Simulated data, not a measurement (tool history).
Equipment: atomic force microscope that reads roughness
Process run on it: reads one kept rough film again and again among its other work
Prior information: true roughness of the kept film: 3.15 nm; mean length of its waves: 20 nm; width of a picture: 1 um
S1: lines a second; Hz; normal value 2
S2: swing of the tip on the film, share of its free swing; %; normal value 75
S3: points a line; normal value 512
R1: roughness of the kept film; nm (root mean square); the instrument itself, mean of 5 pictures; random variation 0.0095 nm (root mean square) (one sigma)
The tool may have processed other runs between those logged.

Run 1, hour 0: usual settings. Result: R1 1.626 nm (root mean square).
Run 2, hour 6: usual settings. Result: R1 1.551 nm (root mean square).
At hour 8.2: new tip fitted.
Run 3, hour 13.9: usual settings but S2 88 %. Result: R1 1.873 nm (root mean square).
Run 4, hour 21.3: usual settings but S2 88 %. Result: R1 1.757 nm (root mean square).
Run 5, hour 29.3: usual settings but S2 88 %. Result: R1 1.661 nm (root mean square).
Run 6, hour 34.6: usual settings but S2 88 %. Result: R1 1.6 nm (root mean square).
Run 7, hour 42.6: usual settings but S2 88 %. Result: R1 1.523 nm (root mean square).
At hour 48.6: new tip fitted.
Run 8, hour 51: usual settings but S1 0.55 Hz, S2 88 %. Result: R1 2.184 nm (root mean square).
Run 9, hour 57.4: usual settings but S1 0.55 Hz, S2 88 %, S3 264. Result: R1 2.017 nm (root mean square).
Run 10, hour 62.9: usual settings but S1 0.55 Hz, S2 88 %, S3 264. Result: R1 1.917 nm (root mean square).
Run 11, hour 71.9: usual settings but S1 0.55 Hz, S2 88 %, S3 264. Result: R1 1.8 nm (root mean square).
Run 12, hour 82.1: usual settings but S1 3.7 Hz, S2 88 %, S3 264. Result: R1 1.29 nm (root mean square).
At hour 88.8: new tip fitted.
Run 13, hour 89.8: usual settings but S1 3.7 Hz, S2 88 %, S3 264. Result: R1 1.645 nm (root mean square).
Run 14, hour 100.1: usual settings but S1 1.12 Hz. Result: R1 2.046 nm (root mean square).
Run 15, hour 106.3: usual settings but S1 1.12 Hz. Result: R1 1.941 nm (root mean square).
Run 16, hour 114.2: usual settings but S1 1.12 Hz. Result: R1 1.823 nm (root mean square).
Run 17, hour 124.7: usual settings but S1 1.12 Hz. Result: R1 1.723 nm (root mean square).
At hour 129.5: new tip fitted.
Run 18, hour 131.6: usual settings but S1 3.99 Hz, S2 59 %, S3 525. Result: R1 2.11 nm (root mean square).
Run 19, hour 140.6: usual settings but S1 1.01 Hz, S2 72 %. Result: R1 2.037 nm (root mean square).
Run 20, hour 145.1: usual settings but S2 60 %, S3 734. Result: R1 1.966 nm (root mean square).
Run 21, hour 151.8: usual settings but S2 60 %, S3 734. Result: R1 1.893 nm (root mean square).
Run 22, hour 162.5: usual settings but S2 58 %. Result: R1 1.745 nm (root mean square).
At hour 169.8: new tip fitted.
Run 23, hour 173.7: usual settings but S1 3.42 Hz, S2 86 %. Result: R1 1.708 nm (root mean square).
Run 24, hour 182.5: usual settings but S3 634. Result: R1 1.887 nm (root mean square).
Run 25, hour 188.8: usual settings but S1 1.77 Hz, S2 79 %, S3 344. Result: R1 1.771 nm (root mean square).
Run 26, hour 198.8: usual settings but S1 1.77 Hz, S2 79 %, S3 344. Result: R1 1.639 nm (root mean square).
Run 27, hour 208.4: usual settings but S2 71 %, S3 597. Result: R1 1.609 nm (root mean square).
At hour 210.2: new tip fitted.
Run 28, hour 214.5: usual settings but S2 71 %, S3 597. Result: R1 2.115 nm (root mean square).
Run 29, hour 223.6: usual settings but S1 1.34 Hz, S3 424. Result: R1 1.96 nm (root mean square).
Run 30, hour 230.7: usual settings but S1 1.34 Hz, S3 424. Result: R1 1.884 nm (root mean square).
Run 31, hour 240.6: usual settings but S1 1.08 Hz, S3 426. Result: R1 1.78 nm (root mean square).
Run 32, hour 245.6: usual settings but S1 1.08 Hz, S3 426. Result: R1 1.719 nm (root mean square).
At hour 250.9: new tip fitted.
Run 33, hour 257: usual settings but S1 1.04 Hz, S2 63 %, S3 304. Result: R1 2.166 nm (root mean square).

For each run, the measured value with the value that run would have given without the tool's hidden condition subtracted. The run-to-run variation is shared by both, the gauge scatter possibly not:
The tool's hidden condition here consists of: radius of the tip, nm; height scale over the true one, %; drift of the gauge itself on roughness_nm, %.
run      R1
  1  -0.528
  2  -0.585
  3  -0.096
  4  -0.199
  5  -0.309
  6  -0.363
  7  -0.448
  8   -0.08
  9  -0.187
 10  -0.267
 11  -0.389
 12  -0.386
 13  -0.015
 14  -0.201
 15  -0.297
 16  -0.396
 17  -0.532
 18  -0.089
 19  -0.254
 20  -0.323
 21  -0.405
 22  -0.546
 23  -0.092
 24  -0.255
 25  -0.326
 26  -0.454
 27  -0.579
 28  -0.078
 29   -0.23
 30  -0.311
 31   -0.46
 32  -0.519
 33  -0.121
